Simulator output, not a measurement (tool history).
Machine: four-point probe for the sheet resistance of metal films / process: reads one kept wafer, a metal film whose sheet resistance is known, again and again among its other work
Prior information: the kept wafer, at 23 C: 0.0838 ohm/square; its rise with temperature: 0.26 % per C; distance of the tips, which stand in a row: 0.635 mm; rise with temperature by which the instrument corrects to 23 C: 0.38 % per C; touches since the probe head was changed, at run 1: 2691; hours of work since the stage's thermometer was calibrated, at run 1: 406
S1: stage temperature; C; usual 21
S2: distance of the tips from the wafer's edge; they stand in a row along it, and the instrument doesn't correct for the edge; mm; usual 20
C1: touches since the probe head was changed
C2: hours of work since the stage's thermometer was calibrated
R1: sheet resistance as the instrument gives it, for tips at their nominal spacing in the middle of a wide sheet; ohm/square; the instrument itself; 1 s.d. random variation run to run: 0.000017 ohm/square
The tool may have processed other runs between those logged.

run   hour  S1  S2     C1   C2        R1
  1      0  21  20   2691  406  0.084037
  2   11.6  21  20   3250  414   0.08403
  3   31.5  21  20   4216  426  0.084033
  4   44.3  32  20   4835  435  0.082997
  5   57.6  32   4   5479  443   0.08406
  6   73.7  32   4   6256  453  0.084026
  7   85.9  21  20   6848  461  0.084031
  8  101.6  28  20   7604  471   0.08336
  9  113.5  28  20   8181  478  0.083363
 10  136.1  28  20   9277  493  0.083339
 11  158.6  28  20  10364  507  0.083331
 12  176.8  28  20  11243  519  0.083361
 13  196.5  28  20  12199  531  0.083359
 14  214.4  27  63  13061  542  0.083425
 15  234.5  32   8  14035  555  0.083186
 16  253.4  32   8  14950  567  0.083206
 17  275.4  28  55  16012  581   0.08333
 18  296.9  28  55  17053  595  0.083316
 19  311.3  28  25  17751  604   0.08331
 20  332.9  19  25  18796  618  0.084229
 21  349.3  26  33  19587  628  0.083533
 22  372.3  29   8  20701  642  0.083459
 23  393.5  28  53  21728  656  0.083318
 24  408.1  28   3  22435  665  0.085244

Branching from run 24: 4 alternative next runs. What would each branch give?
  A  425.8  22  39  23291  676   ?
  B  425.8  24   8  23291  676   ?
  C  425.8  33   4  23291  676   ?
  D  425.8  28  20  23291  676   ?

run        R1
  A  0.083913
  B  0.083985
  C   0.08392
  D  0.083321
Without the tool's unlogged condition, the same runs would have read:
run        R1
  A  0.083913
  B  0.083986
  C  0.083921
  D  0.083322

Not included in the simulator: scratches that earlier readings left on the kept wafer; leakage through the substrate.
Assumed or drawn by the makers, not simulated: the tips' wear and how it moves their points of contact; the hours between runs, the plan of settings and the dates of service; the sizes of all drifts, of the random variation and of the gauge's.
